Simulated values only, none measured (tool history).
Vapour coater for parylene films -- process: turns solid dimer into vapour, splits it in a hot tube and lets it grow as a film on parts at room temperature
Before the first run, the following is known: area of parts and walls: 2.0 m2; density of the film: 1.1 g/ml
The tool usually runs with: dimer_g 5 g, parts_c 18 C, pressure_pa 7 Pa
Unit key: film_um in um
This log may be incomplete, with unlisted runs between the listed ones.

run	day	dimer_g	parts_c	pressure_pa	film_um
1	0	5	18	7	1.1
2	1.821	5	18	7	1.1
3	3.65	5	18	7	1.116
4	6.825	5	18	7	1.091
5	8.7	5	18	7	1.101
6	11.125	5	18	7	1.116
7	13.625	5	18	7	1.104
8	15.371	6	18	7.13	1.319
9	17.829	9	18	7	2.002
10	20.225	5	17	6.61	1.147
11	21.542	5	17	6.61	1.153
12	23.9	5	17	6.61	1.164
# day 24.529: trap's valve overhauled
13	25.479	5	17	6.61	1.157
14	28.083	5	17	6.61	1.147

4 options for the next run, each taken on its own from the tool as it stands now. Forecast them:
A	30.025	5	17	2.23	?
B	30.025	7	13	11.29	?
C	30.025	5	11	2.34	?
D	30.025	5	13	5.23	?

run	film_um
A	1.287
B	1.716
C	1.517
D	1.33
Take away the tool's hidden state, keep each run's random variation, and the runs would have read:
run	film_um
A	1.273
B	1.697
C	1.5
D	1.315
